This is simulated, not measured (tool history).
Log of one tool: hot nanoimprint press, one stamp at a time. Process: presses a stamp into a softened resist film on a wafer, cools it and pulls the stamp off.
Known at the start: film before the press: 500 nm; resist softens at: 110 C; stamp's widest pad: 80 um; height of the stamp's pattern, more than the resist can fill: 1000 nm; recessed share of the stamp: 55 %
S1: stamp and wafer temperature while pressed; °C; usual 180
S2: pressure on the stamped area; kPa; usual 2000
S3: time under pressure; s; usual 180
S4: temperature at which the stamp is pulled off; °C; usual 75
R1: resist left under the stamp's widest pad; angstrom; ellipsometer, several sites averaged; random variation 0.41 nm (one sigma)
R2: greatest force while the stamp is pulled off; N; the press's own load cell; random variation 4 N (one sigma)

run,hour,S1,S2,S3,S4,R1,R2
1,0.0,180,2000,180,75,2149,259
2,65.8,180,2000,180,75,2148,262
# hour 117.6: stamp cleaned and given a new release coat
3,153.1,180,2000,180,75,2137,196
4,204.8,180,2000,180,74,2131,213
5,252.5,180,2000,180,75,2135,222
6,300.8,180,2000,180,75,2132,233
7,365.9,180,2000,180,75,2117,234
# hour 380.6: plate thermocouple calibrated
8,445.7,180,2000,180,75,2084,259
9,493.3,180,2000,180,75,2091,267
# hour 550.1: stamp cleaned and given a new release coat
10,550.1,180,1600,180,75,2344,187
# hour 593.4: plate thermocouple calibrated, once more
11,593.4,180,1600,180,75,2500,200
12,655.9,175,2000,180,75,2757,217
13,735.2,189,2000,180,78,1475,213
14,774.0,189,1250,106,70,2313,275
15,852.8,189,1250,106,70,2305,294
16,936.1,180,1680,124,75,2704,276
# hour 985.7: stamp cleaned and given a new release coat
17,1007.0,180,1400,180,64,2624,260
18,1098.2,180,1400,180,64,2609,282
19,1166.5,180,1400,180,64,2612,289
20,1248.8,180,1400,297,79,2202,219
21,1313.6,180,1400,297,79,2199,228

Forecast each of these 5 alternatives for the next run:
A,1382.7,180,1400,353,81,?,?
B,1382.7,170,1400,297,79,?,?
C,1382.7,180,2000,334,75,?,?
D,1382.7,172,1440,338,79,?,?
E,1382.7,172,2000,180,72,?,?

run,R1,R2
A,2069,224
B,3350,241
C,1732,285
D,2953,246
E,3057,305
Without the tool's hidden state the same runs would have given:
run,R1,R2
A,2123,159
B,3426,171
C,1771,202
D,3027,174
E,3120,216
